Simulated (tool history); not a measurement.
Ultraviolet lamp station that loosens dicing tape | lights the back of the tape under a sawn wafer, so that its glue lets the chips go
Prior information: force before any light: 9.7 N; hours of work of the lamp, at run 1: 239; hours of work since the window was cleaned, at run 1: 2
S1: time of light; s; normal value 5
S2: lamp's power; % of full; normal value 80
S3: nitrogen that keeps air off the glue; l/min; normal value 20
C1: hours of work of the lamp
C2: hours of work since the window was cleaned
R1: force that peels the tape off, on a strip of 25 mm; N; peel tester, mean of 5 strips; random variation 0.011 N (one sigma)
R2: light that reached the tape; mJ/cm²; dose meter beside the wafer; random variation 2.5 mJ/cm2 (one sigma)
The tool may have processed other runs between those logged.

run,hour,S1,S2,S3,C1,C2,R1,R2
1,0,5,80,20,239,2,0.538,277
2,6.8,5,76,20,244,7,0.584,263
3,15.7,5,76,20,251,14,0.576,258
4,26.7,5,80,20,259,22,0.513,271
5,33.2,3,80,20,264,26,1.45,165
6,47.1,3,80,25,274,37,1.276,159
7,55.1,3,80,25,279,42,1.288,165
8,69.6,3,80,25,290,53,1.307,162
9,80.1,3,80,25,298,61,1.285,164
10,94.1,3,73,25,308,71,1.483,150
11,106.6,3,73,25,317,80,1.48,146
12,119,5,80,20,326,89,0.588,266
13,129.5,5,80,20,334,97,0.566,262
14,139.8,5,80,20,341,104,0.588,264
15,147.2,5,69,20,347,110,0.775,228
16,158.3,5,69,20,355,118,0.776,229
17,166,5,69,20,360,123,0.802,224
18,177.1,5,69,20,369,131,0.781,229
19,186.3,5,69,20,375,138,0.811,224
20,192.9,3,69,20,380,143,2.011,136
21,205.6,3,69,20,389,152,2.065,136
22,215.6,5,80,20,397,160,0.58,259
23,228.7,5,86,20,406,169,0.508,281
24,242.6,5,76,36,416,179,0.438,248
25,256.9,4,68,20,427,190,1.31,176
26,268.3,8,96,20,435,198,0.239,497
27,277.6,8,96,26,442,205,0.227,486
28,285.3,8,96,26,447,210,0.228,490
29,294,8,66,14,454,217,0.443,333
30,300.6,8,66,14,459,222,0.457,335
31,306.5,8,66,30,463,226,0.294,333
32,320.3,4,87,30,473,236,0.639,222
33,334.6,3,98,7,483,246,2.195,186
34,344,3,66,6,490,253,3.655,122
35,353.8,5,90,26,497,260,0.443,285
36,362.5,5,90,26,504,267,0.426,286
37,372,4,68,36,511,274,0.927,171
38,385.7,4,68,14,521,284,1.66,171
39,397.7,4,74,25,529,292,0.991,181
40,405.5,4,67,27,535,298,1.189,165
41,412.7,4,67,17,540,303,1.585,166
42,418.7,5,89,20,545,308,0.541,278
43,428.6,5,89,20,552,315,0.523,274
44,441.8,3,89,8,562,325,2.347,164

What if the next run were any one of these 3? Each begins from the tool's condition after run 44:
A,451.1,8,65,20,568,331,?,?
B,451.1,5,80,22,568,331,?,?
C,451.1,4,85,29,568,331,?,?

run,R1,R2
A,0.405,318
B,0.633,251
C,0.701,206
With the hidden condition removed and each run's random variation left untouched, the same runs would have given:
run,R1,R2
A,0.315,373
B,0.463,294
C,0.505,243
